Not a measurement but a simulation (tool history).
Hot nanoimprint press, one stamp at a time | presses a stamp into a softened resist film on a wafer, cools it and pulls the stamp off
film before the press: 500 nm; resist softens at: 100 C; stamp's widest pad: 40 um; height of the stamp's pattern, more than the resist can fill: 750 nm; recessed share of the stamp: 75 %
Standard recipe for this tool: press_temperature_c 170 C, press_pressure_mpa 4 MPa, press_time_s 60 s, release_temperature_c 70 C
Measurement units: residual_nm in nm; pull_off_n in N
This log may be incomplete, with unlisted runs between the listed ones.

run 1 day=0 | press_temperature_c=170 press_pressure_mpa=4 press_time_s=60 release_temperature_c=70 | residual_nm=265.6 pull_off_n=172
run 2 day=0.412 | press_temperature_c=170 press_pressure_mpa=4 press_time_s=60 release_temperature_c=70 | residual_nm=265.2 pull_off_n=173
run 3 day=0.767 | press_temperature_c=170 press_pressure_mpa=4 press_time_s=60 release_temperature_c=70 | residual_nm=265.4 pull_off_n=166
run 4 day=1.267 | press_temperature_c=170 press_pressure_mpa=4 press_time_s=60 release_temperature_c=70 | residual_nm=267.1 pull_off_n=168
run 5 day=1.771 | press_temperature_c=170 press_pressure_mpa=4 press_time_s=60 release_temperature_c=70 | residual_nm=265.3 pull_off_n=172
run 6 day=2.283 | press_temperature_c=170 press_pressure_mpa=4 press_time_s=60 release_temperature_c=70 | residual_nm=265.8 pull_off_n=174
run 7 day=2.733 | press_temperature_c=170 press_pressure_mpa=4 press_time_s=60 release_temperature_c=70 | residual_nm=265.2 pull_off_n=165
run 8 day=3.1 | press_temperature_c=170 press_pressure_mpa=4 press_time_s=60 release_temperature_c=70 | residual_nm=265.4 pull_off_n=174
run 9 day=3.421 | press_temperature_c=170 press_pressure_mpa=4 press_time_s=60 release_temperature_c=70 | residual_nm=265.4 pull_off_n=179
run 10 day=3.812 | press_temperature_c=170 press_pressure_mpa=4 press_time_s=60 release_temperature_c=70 | residual_nm=264.9 pull_off_n=174
run 11 day=4.258 | press_temperature_c=160 press_pressure_mpa=4 press_time_s=60 release_temperature_c=70 | residual_nm=348.3 pull_off_n=170
run 12 day=4.629 | press_temperature_c=170 press_pressure_mpa=4 press_time_s=37 release_temperature_c=70 | residual_nm=304.7 pull_off_n=175
-- day=4.796 plate thermocouple calibrated
run 13 day=5.192 | press_temperature_c=170 press_pressure_mpa=4 press_time_s=86 release_temperature_c=70 | residual_nm=232.8 pull_off_n=174
run 14 day=5.554 | press_temperature_c=170 press_pressure_mpa=4 press_time_s=86 release_temperature_c=70 | residual_nm=232.6 pull_off_n=176
-- day=5.7 plate thermocouple calibrated, once more
run 15 day=5.917 | press_temperature_c=170 press_pressure_mpa=4 press_time_s=86 release_temperature_c=70 | residual_nm=238.8 pull_off_n=175
run 16 day=6.208 | press_temperature_c=171 press_pressure_mpa=4 press_time_s=60 release_temperature_c=70 | residual_nm=261.6 pull_off_n=182
run 17 day=6.733 | press_temperature_c=159 press_pressure_mpa=2.78 press_time_s=47 release_temperature_c=70 | residual_nm=417.8 pull_off_n=183
run 18 day=7.275 | press_temperature_c=159 press_pressure_mpa=2.78 press_time_s=47 release_temperature_c=70 | residual_nm=416.8 pull_off_n=181
run 19 day=7.696 | press_temperature_c=177 press_pressure_mpa=4.13 press_time_s=60 release_temperature_c=70 | residual_nm=215.5 pull_off_n=183
run 20 day=8.104 | press_temperature_c=164 press_pressure_mpa=4.13 press_time_s=60 release_temperature_c=66 | residual_nm=312.8 pull_off_n=201
run 21 day=8.575 | press_temperature_c=162 press_pressure_mpa=4.09 press_time_s=60 release_temperature_c=66 | residual_nm=331.6 pull_off_n=192
run 22 day=8.996 | press_temperature_c=162 press_pressure_mpa=4.09 press_time_s=60 release_temperature_c=66 | residual_nm=331.6 pull_off_n=207
run 23 day=9.488 | press_temperature_c=162 press_pressure_mpa=4.09 press_time_s=60 release_temperature_c=66 | residual_nm=331.2 pull_off_n=199
run 24 day=9.962 | press_temperature_c=162 press_pressure_mpa=4.09 press_time_s=60 release_temperature_c=66 | residual_nm=331.4 pull_off_n=200
run 25 day=10.267 | press_temperature_c=170 press_pressure_mpa=4 press_time_s=60 release_temperature_c=62 | residual_nm=267 pull_off_n=215
run 26 day=10.667 | press_temperature_c=170 press_pressure_mpa=4 press_time_s=50 release_temperature_c=70 | residual_nm=283.4 pull_off_n=185
run 27 day=11.029 | press_temperature_c=173 press_pressure_mpa=5.65 press_time_s=50 release_temperature_c=77 | residual_nm=218.4 pull_off_n=159
run 28 day=11.525 | press_temperature_c=161 press_pressure_mpa=6.18 press_time_s=62 release_temperature_c=75 | residual_nm=284.6 pull_off_n=161
run 29 day=11.908 | press_temperature_c=170 press_pressure_mpa=4 press_time_s=60 release_temperature_c=69 | residual_nm=267.6 pull_off_n=186

Per-run results on a tool with no hidden state, each run keeping its own random variation:
The hidden state here: true temperature over the reading, C; pressure that arrives at the usual setting, %; grip of the stamp's worn release coat, % over a new coat's; drift of the gauge itself on residual_nm, %; drift of the gauge itself on pull_off_n, %.
run=1 residual_nm=268 pull_off_n=163
run=2 residual_nm=267.6 pull_off_n=163
run=3 residual_nm=267.9 pull_off_n=156
run=4 residual_nm=269.7 pull_off_n=157
run=5 residual_nm=268 pull_off_n=160
run=6 residual_nm=268.7 pull_off_n=162
run=7 residual_nm=268.1 pull_off_n=153
run=8 residual_nm=268.4 pull_off_n=161
run=9 residual_nm=268.5 pull_off_n=165
run=10 residual_nm=268.1 pull_off_n=160
run=11 residual_nm=352.3 pull_off_n=156
run=12 residual_nm=308.1 pull_off_n=160
run=13 residual_nm=239.2 pull_off_n=160
run=14 residual_nm=239.1 pull_off_n=161
run=15 residual_nm=238.5 pull_off_n=157
run=16 residual_nm=261.4 pull_off_n=163
run=17 residual_nm=418.3 pull_off_n=164
run=18 residual_nm=417.5 pull_off_n=161
run=19 residual_nm=215.3 pull_off_n=162
run=20 residual_nm=313.1 pull_off_n=177
run=21 residual_nm=332.1 pull_off_n=169
run=22 residual_nm=332.3 pull_off_n=182
run=23 residual_nm=332 pull_off_n=174
run=24 residual_nm=332.4 pull_off_n=175
run=25 residual_nm=267.7 pull_off_n=187
run=26 residual_nm=284.2 pull_off_n=160
run=27 residual_nm=218.1 pull_off_n=138
run=28 residual_nm=284.6 pull_off_n=139
run=29 residual_nm=268.6 pull_off_n=160
